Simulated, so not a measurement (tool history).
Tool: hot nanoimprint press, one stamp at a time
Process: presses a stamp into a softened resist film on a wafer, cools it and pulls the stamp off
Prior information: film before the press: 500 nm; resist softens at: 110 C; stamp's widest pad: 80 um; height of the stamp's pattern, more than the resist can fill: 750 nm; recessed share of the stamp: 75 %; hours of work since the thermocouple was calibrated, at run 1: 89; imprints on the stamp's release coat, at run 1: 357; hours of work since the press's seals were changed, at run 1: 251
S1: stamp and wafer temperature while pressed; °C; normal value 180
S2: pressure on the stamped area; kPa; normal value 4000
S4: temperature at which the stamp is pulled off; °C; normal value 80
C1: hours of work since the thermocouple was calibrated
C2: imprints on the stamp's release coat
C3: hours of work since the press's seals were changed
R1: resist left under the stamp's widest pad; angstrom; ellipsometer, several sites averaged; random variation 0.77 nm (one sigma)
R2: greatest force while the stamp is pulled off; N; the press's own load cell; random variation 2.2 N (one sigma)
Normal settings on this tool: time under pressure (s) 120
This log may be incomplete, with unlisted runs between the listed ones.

run 1 hour=0 | S1=180 S2=4000 time_under_pressure_(s)=120 S4=80 | C1=89 C2=357 C3=251 | R1=2024 R2=201
run 2 hour=24.4 | S1=180 S2=4000 time_under_pressure_(s)=120 S4=81 | C1=104 C2=417 C3=267 | R1=2021 R2=199
run 3 hour=49.3 | S1=180 S2=4000 time_under_pressure_(s)=120 S4=81 | C1=120 C2=478 C3=282 | R1=2017 R2=203
run 4 hour=76.9 | S1=180 S2=4000 time_under_pressure_(s)=120 S4=81 | C1=137 C2=545 C3=299 | R1=2025 R2=205
-- hour=88.7 stamp cleaned and given a new release coat
run 5 hour=105 | S1=180 S2=4000 time_under_pressure_(s)=120 S4=81 | C1=150 C2=40 C3=312 | R1=2013 R2=192
run 6 hour=133 | S1=180 S2=4000 time_under_pressure_(s)=120 S4=81 | C1=168 C2=109 C3=330 | R1=2023 R2=195
run 7 hour=151.4 | S1=180 S2=4000 time_under_pressure_(s)=120 S4=81 | C1=179 C2=154 C3=341 | R1=2032 R2=191
run 8 hour=177.8 | S1=180 S2=4000 time_under_pressure_(s)=120 S4=81 | C1=195 C2=219 C3=357 | R1=2038 R2=192
run 9 hour=205.6 | S1=190 S2=4000 time_under_pressure_(s)=120 S4=81 | C1=212 C2=287 C3=374 | R1=1398 R2=199
run 10 hour=230.9 | S1=190 S2=4000 time_under_pressure_(s)=120 S4=81 | C1=228 C2=349 C3=390 | R1=1402 R2=202
run 11 hour=260.1 | S1=180 S2=4000 time_under_pressure_(s)=120 S4=80 | C1=246 C2=421 C3=408 | R1=2053 R2=205
run 12 hour=276.7 | S1=180 S2=4000 time_under_pressure_(s)=120 S4=85 | C1=256 C2=462 C3=418 | R1=2054 R2=192
run 13 hour=289.2 | S1=180 S2=4000 time_under_pressure_(s)=188 S4=85 | C1=264 C2=492 C3=426 | R1=1728 R2=192
run 14 hour=313.7 | S1=180 S2=4000 time_under_pressure_(s)=120 S4=80 | C1=279 C2=553 C3=441 | R1=2059 R2=212
-- hour=321.8 stamp cleaned and given a new release coat
run 15 hour=342.8 | S1=180 S2=4000 time_under_pressure_(s)=120 S4=80 | C1=293 C2=51 C3=455 | R1=2052 R2=196
run 16 hour=356.5 | S1=176 S2=6300 time_under_pressure_(s)=102 S4=80 | C1=301 C2=85 C3=463 | R1=2045 R2=198
run 17 hour=370.5 | S1=176 S2=6300 time_under_pressure_(s)=189 S4=88 | C1=310 C2=119 C3=472 | R1=1609 R2=172
run 18 hour=399.9 | S1=176 S2=6300 time_under_pressure_(s)=70 S4=88 | C1=328 C2=191 C3=490 | R1=2354 R2=173
run 19 hour=424 | S1=175 S2=4570 time_under_pressure_(s)=172 S4=70 | C1=343 C2=251 C3=505 | R1=2074 R2=236
-- hour=439.4 plate thermocouple calibrated
run 20 hour=440.5 | S1=180 S2=5350 time_under_pressure_(s)=120 S4=80 | C1=1 C2=284 C3=513 | R1=1762 R2=202
run 21 hour=466.7 | S1=180 S2=5350 time_under_pressure_(s)=81 S4=80 | C1=17 C2=348 C3=529 | R1=2041 R2=205
run 22 hour=492.4 | S1=170 S2=2610 time_under_pressure_(s)=120 S4=69 | C1=33 C2=411 C3=545 | R1=3482 R2=236
run 23 hour=511 | S1=170 S2=2610 time_under_pressure_(s)=120 S4=69 | C1=44 C2=457 C3=557 | R1=3486 R2=244
run 24 hour=531.9 | S1=170 S2=2740 time_under_pressure_(s)=238 S4=69 | C1=57 C2=508 C3=569 | R1=2837 R2=241
-- hour=545.7 press's hydraulic seals changed and the load cell set to zero
-- hour=566.5 stamp cleaned and given a new release coat
run 25 hour=568.6 | S1=180 S2=4000 time_under_pressure_(s)=124 S4=71 | C1=71 C2=6 C3=10 | R1=1974 R2=220
run 26 hour=585 | S1=183 S2=5290 time_under_pressure_(s)=120 S4=80 | C1=81 C2=46 C3=21 | R1=1529 R2=192
run 27 hour=601 | S1=183 S2=5290 time_under_pressure_(s)=120 S4=80 | C1=91 C2=85 C3=30 | R1=1539 R2=192
run 28 hour=613.1 | S1=183 S2=5290 time_under_pressure_(s)=120 S4=80 | C1=98 C2=115 C3=38 | R1=1542 R2=196

Run 29 comes next. What will it give?
run 29 hour=639.2 | S1=180 S2=4980 time_under_pressure_(s)=120 S4=80 | C1=114 C2=179 C3=54 | R1=? R2=?

R1: 1793 angstrom
R2: 193 N
Were there no unlogged condition in the tool, this run, its random variation unchanged, would have produced R1 1761 angstrom, R2 186 N.
